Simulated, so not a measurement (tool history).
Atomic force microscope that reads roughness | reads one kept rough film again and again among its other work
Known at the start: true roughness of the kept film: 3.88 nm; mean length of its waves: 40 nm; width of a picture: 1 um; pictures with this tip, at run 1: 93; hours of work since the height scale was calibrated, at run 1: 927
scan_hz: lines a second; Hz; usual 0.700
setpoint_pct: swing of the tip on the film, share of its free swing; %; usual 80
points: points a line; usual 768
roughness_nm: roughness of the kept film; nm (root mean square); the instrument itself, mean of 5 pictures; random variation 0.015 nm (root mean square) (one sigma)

run,day,scan_hz,setpoint_pct,points,pictures with this tip,hours of work since the height scale was calibrated,roughness_nm
1,0.000,0.700,80,768,93,927,3.521
# day 0.867: new tip fitted
2,2.671,0.666,80,768,75,974,3.490
# day 4.208: new tip fitted
3,5.292,0.700,80,768,45,1020,3.489
# day 7.271: new tip fitted
4,7.508,0.542,80,768,10,1059,3.545
# day 10.421: new tip fitted
5,10.742,0.700,80,367,14,1115,3.471
6,13.083,0.700,80,768,111,1157,3.470
# day 13.479: new tip fitted
7,16.175,0.700,80,768,112,1211,3.478
# day 16.662: new tip fitted
# day 18.588: height scale calibrated on a step standard
8,18.921,0.700,80,768,92,6,3.465
# day 19.788: new tip fitted
9,21.596,0.700,80,768,76,53,3.469
# day 22.996: new tip fitted
10,23.896,0.700,80,768,38,93,3.477
# day 26.171: new tip fitted
11,26.762,0.700,80,768,25,144,3.502
12,28.471,2.043,80,768,96,174,3.129
# day 29.254: new tip fitted
13,30.888,1.778,89,768,68,217,2.988
# day 32.404: new tip fitted
14,32.508,1.778,89,768,5,245,3.018
# day 35.579: new tip fitted
15,35.579,1.778,89,768,0,299,2.983
16,37.179,1.778,89,768,66,327,2.980
# day 38.788: new tip fitted
17,39.275,2.148,60,555,20,364,3.509
# day 41.933: new tip fitted
18,41.933,1.197,78,864,0,411,3.369
19,43.488,1.625,78,806,65,438,3.300
# day 45.046: new tip fitted
20,45.221,0.700,58,768,7,469,3.644

Run 21 comes next. What will it give?
21,47.425,3.254,65,821,99,508,?

{"run 21": {"roughness_nm": 3.28}}
Without the tool's hidden state the same run would have given roughness_nm 3.287 nm (root mean square).
